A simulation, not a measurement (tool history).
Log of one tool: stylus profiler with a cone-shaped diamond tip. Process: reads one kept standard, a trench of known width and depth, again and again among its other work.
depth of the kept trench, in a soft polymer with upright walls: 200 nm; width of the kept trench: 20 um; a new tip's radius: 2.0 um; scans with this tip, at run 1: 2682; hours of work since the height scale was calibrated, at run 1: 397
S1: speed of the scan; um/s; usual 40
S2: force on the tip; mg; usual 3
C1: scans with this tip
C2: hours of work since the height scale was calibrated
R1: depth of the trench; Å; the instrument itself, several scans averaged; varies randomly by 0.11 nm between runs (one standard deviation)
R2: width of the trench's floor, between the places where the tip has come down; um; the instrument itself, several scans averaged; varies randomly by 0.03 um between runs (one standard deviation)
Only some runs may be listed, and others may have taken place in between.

Run 1, hour 0: usual settings; C1 2682; C2 397. Result: R1 2039 Å, R2 17.85 um.
Run 2, hour 16.1: usual settings but S1 138 um/s; C1 2757; C2 408. Result: R1 2038.6 Å, R2 17.33 um.
Run 3, hour 28.3: usual settings but S1 138 um/s; C1 2813; C2 416. Result: R1 2039.8 Å, R2 17.26 um.
Run 4, hour 46.8: usual settings but S1 138 um/s, S2 8.55 mg; C1 2899; C2 429. Result: R1 2074.3 Å, R2 17.61 um.
Run 5, hour 66.1: usual settings but S1 138 um/s, S2 8.55 mg; C1 2988; C2 442. Result: R1 2074.5 Å, R2 17.66 um.
Run 6, hour 84.9: usual settings but S1 96 um/s; C1 3075; C2 455. Result: R1 2038.7 Å, R2 17.53 um.
Run 7, hour 106.7: usual settings but S1 96 um/s; C1 3175; C2 469. Result: R1 2040.9 Å, R2 17.53 um.
Run 8, hour 125.3: usual settings but S1 96 um/s, S2 1.46 mg; C1 3261; C2 482. Result: R1 2027 Å, R2 17.29 um.
Run 9, hour 139.1: usual settings but S1 96 um/s, S2 1.46 mg; C1 3325; C2 492. Result: R1 2027.7 Å, R2 17.28 um.
At hour 141.8: height scale calibrated on a step standard.
Run 10, hour 158.6: usual settings but S1 96 um/s, S2 1.46 mg; C1 3412; C2 11. Result: R1 2026.7 Å, R2 17.3 um.
Run 11, hour 175.6: usual settings but S1 96 um/s, S2 1.46 mg; C1 3491; C2 23. Result: R1 2027 Å, R2 17.32 um.
Run 12, hour 186.4: usual settings but S1 96 um/s, S2 1.46 mg; C1 3541; C2 30. Result: R1 2030.1 Å, R2 17.3 um.
Run 13, hour 204.1: usual settings but S1 51 um/s, S2 1.46 mg; C1 3623; C2 43. Result: R1 2027.1 Å, R2 17.59 um.
Run 14, hour 226.4: usual settings but S1 51 um/s, S2 1.46 mg; C1 3726; C2 58. Result: R1 2026.7 Å, R2 17.61 um.
Run 15, hour 243.9: usual settings but S1 51 um/s, S2 1.46 mg; C1 3807; C2 70. Result: R1 2024.5 Å, R2 17.65 um.
At hour 248.3: height scale calibrated on a step standard, once more.
Run 16, hour 265.2: usual settings but S1 51 um/s, S2 1.46 mg; C1 3902; C2 12. Result: R1 2022.3 Å, R2 17.67 um.
Run 17, hour 278.9: usual settings but S1 51 um/s, S2 1.46 mg; C1 3966; C2 21. Result: R1 2022.3 Å, R2 17.62 um.
Run 18, hour 290.4: usual settings but S2 6.24 mg; C1 4019; C2 29. Result: R1 2057.2 Å, R2 17.85 um.
Run 19, hour 315.1: usual settings but S1 24 um/s, S2 1.31 mg; C1 4133; C2 46. Result: R1 2019.4 Å, R2 17.82 um.
Run 20, hour 337.9: usual settings but S1 24 um/s, S2 1.31 mg; C1 4238; C2 61. Result: R1 2021.5 Å, R2 17.8 um.
Run 21, hour 360.4: usual settings but S1 24 um/s, S2 1.31 mg; C1 4342; C2 77. Result: R1 2021.2 Å, R2 17.81 um.
Run 22, hour 384: usual settings but S1 32 um/s, S2 2.94 mg; C1 4451; C2 93. Result: R1 2034.7 Å, R2 17.8 um.
Run 23, hour 408: usual settings but S1 16 um/s, S2 1.09 mg; C1 4562; C2 109. Result: R1 2019.3 Å, R2 17.86 um.
Run 24, hour 424.2: usual settings but S1 33 um/s, S2 3.19 mg; C1 4637; C2 120. Result: R1 2036.7 Å, R2 17.79 um.
Run 25, hour 438.2: usual settings but S1 33 um/s, S2 5.66 mg; C1 4702; C2 130. Result: R1 2053.5 Å, R2 17.91 um.
Run 26, hour 456.4: usual settings but S1 11 um/s, S2 1.64 mg; C1 4786; C2 142. Result: R1 2026 Å, R2 17.93 um.
Run 27, hour 475.8: usual settings but S1 14 um/s, S2 5.23 mg; C1 4875; C2 155. Result: R1 2052 Å, R2 17.9 um.
Run 28, hour 491.7: usual settings but S1 35 um/s, S2 5.23 mg; C1 4949; C2 166. Result: R1 2052.5 Å, R2 17.82 um.
Run 29, hour 509.2: usual settings but S1 25 um/s, S2 1.48 mg; C1 5029; C2 178. Result: R1 2023.3 Å, R2 17.74 um.
Run 30, hour 521.9: usual settings but S1 156 um/s, S2 2.54 mg; C1 5088; C2 187. Result: R1 2035.4 Å, R2 17.01 um.
Run 31, hour 548.3: usual settings but S1 156 um/s, S2 2.54 mg; C1 5210; C2 205. Result: R1 2032.7 Å, R2 16.96 um.

Measured result minus the same run's result without the hidden state. Both carry the same run-to-run variation, though not necessarily the same gauge scatter:
Unlogged tool condition in this case: radius of the tip, um; height scale over the true one, %; drift of the gauge itself on depth_nm, %; drift of the gauge itself on floor_um, %.
run    R1     R2
  1  +4.1  -0.14
  2  +4.3  -0.14
  3  +4.3  -0.14
  4  +4.6  -0.15
  5  +4.7  -0.15
  6  +4.7  -0.15
  7    +5  -0.16
  8    +5  -0.17
  9  +5.2  -0.17
 10    +6  -0.18
 11  +6.1  -0.18
 12  +6.1  -0.19
 13  +6.2  -0.19
 14  +6.4  -0.19
 15  +6.5   -0.2
 16  +0.3  -0.21
 17  +0.4  -0.21
 18  +0.5  -0.21
 19  +0.7  -0.22
 20  +0.9  -0.22
 21    +1  -0.22
 22  +1.1  -0.24
 23  +1.3  -0.24
 24  +1.4  -0.24
 25  +1.5  -0.25
 26  +1.6  -0.25
 27  +1.8  -0.26
 28  +1.9  -0.26
 29  +2.1  -0.27
 30  +2.2  -0.27
 31  +2.3  -0.28
